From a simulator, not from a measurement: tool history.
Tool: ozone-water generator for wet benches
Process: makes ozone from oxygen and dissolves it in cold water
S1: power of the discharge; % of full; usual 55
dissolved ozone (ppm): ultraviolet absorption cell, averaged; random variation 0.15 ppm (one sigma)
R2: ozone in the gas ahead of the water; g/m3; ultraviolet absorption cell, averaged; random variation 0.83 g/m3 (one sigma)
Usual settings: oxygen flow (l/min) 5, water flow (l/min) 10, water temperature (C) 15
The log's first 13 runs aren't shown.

Run 14, day 24.771: usual settings but water temperature (C) 17. Result: dissolved ozone (ppm) 17.7, R2 130.7 g/m3.
Run 15, day 27.046: usual settings but water temperature (C) 17. Result: dissolved ozone (ppm) 17.8, R2 131.3 g/m3.
Run 16, day 29.35: usual settings. Result: dissolved ozone (ppm) 18.6, R2 129.8 g/m3.
At day 29.683: contactor cleaned.
Run 17, day 31.767: usual settings. Result: dissolved ozone (ppm) 18.5, R2 130 g/m3.
Run 18, day 33.488: usual settings. Result: dissolved ozone (ppm) 18, R2 131.8 g/m3.
Run 19, day 34.8: usual settings. Result: dissolved ozone (ppm) 18.4, R2 130.3 g/m3.
Run 20, day 37.179: usual settings. Result: dissolved ozone (ppm) 18.1, R2 131.3 g/m3.
Run 21, day 38.679: usual settings but oxygen flow (l/min) 8.03. Result: dissolved ozone (ppm) 17.7, R2 107.4 g/m3.
Run 22, day 40.446: usual settings but S1 67 % of full, oxygen flow (l/min) 7.74, water flow (l/min) 15, water temperature (C) 17. Result: dissolved ozone (ppm) 15.9, R2 127.5 g/m3.
At day 42.538: contactor cleaned, once more.
Run 23, day 42.942: usual settings but S1 86 % of full, oxygen flow (l/min) 7.74, water flow (l/min) 15, water temperature (C) 17. Result: dissolved ozone (ppm) 20.1, R2 156.7 g/m3.
Run 24, day 44.333: usual settings but S1 86 % of full, oxygen flow (l/min) 5.03, water flow (l/min) 12, water temperature (C) 8. Result: dissolved ozone (ppm) 27.4, R2 185 g/m3.
Run 25, day 45.467: usual settings but S1 61 % of full, water temperature (C) 8. Result: dissolved ozone (ppm) 23.2, R2 142.8 g/m3.
Run 26, day 47.342: usual settings but S1 60 % of full, oxygen flow (l/min) 6.48, water flow (l/min) 7, water temperature (C) 12. Result: dissolved ozone (ppm) 25.7, R2 125.5 g/m3.
Run 27, day 48.571: usual settings but oxygen flow (l/min) 7.68, water flow (l/min) 8, water temperature (C) 9. Result: dissolved ozone (ppm) 23.7, R2 108.6 g/m3.
Run 28, day 49.892: usual settings but oxygen flow (l/min) 3.45, water flow (l/min) 11. Result: dissolved ozone (ppm) 17.3, R2 150.5 g/m3.
Run 29, day 51.125: usual settings but oxygen flow (l/min) 3.45, water flow (l/min) 11. Result: dissolved ozone (ppm) 17.3, R2 150.8 g/m3.
Run 30, day 53.162: usual settings but S1 90 % of full, oxygen flow (l/min) 6.18, water temperature (C) 20. Result: dissolved ozone (ppm) 24.6, R2 174.2 g/m3.
Run 31, day 55.062: usual settings but S1 90 % of full, oxygen flow (l/min) 6.18, water temperature (C) 20. Result: dissolved ozone (ppm) 25, R2 175.3 g/m3.
Run 32, day 57.454: usual settings but oxygen flow (l/min) 5.08, water temperature (C) 8. Result: dissolved ozone (ppm) 21.5, R2 129.9 g/m3.
Run 33, day 59.496: usual settings but oxygen flow (l/min) 5.08, water temperature (C) 8. Result: dissolved ozone (ppm) 21.5, R2 128.1 g/m3.
Run 34, day 61.233: usual settings but oxygen flow (l/min) 5.08, water temperature (C) 8. Result: dissolved ozone (ppm) 21.5, R2 127.2 g/m3.

3 ways to go on from here, each from the tool as it stands after run 34. What would each give?
Run A, day 63.8: usual settings but S1 42 % of full, oxygen flow (l/min) 7.09, water temperature (C) 13. Result: dissolved ozone (ppm) ?, R2 ?.
Run B, day 63.8: usual settings but S1 100 % of full, oxygen flow (l/min) 5.3, water temperature (C) 8. Result: dissolved ozone (ppm) ?, R2 ?.
Run C, day 63.8: usual settings but S1 41 % of full, oxygen flow (l/min) 7, water temperature (C) 13. Result: dissolved ozone (ppm) ?, R2 ?.

run  dissolved ozone (ppm)     R2
  A                   15.5   91.1
  B                     34  201.4
  C                   15.1   90.4
Without the tool's hidden state the same runs would have given:
run  dissolved ozone (ppm)     R2
  A                     16   93.1
  B                   36.1  211.3
  C                   15.6   92.3
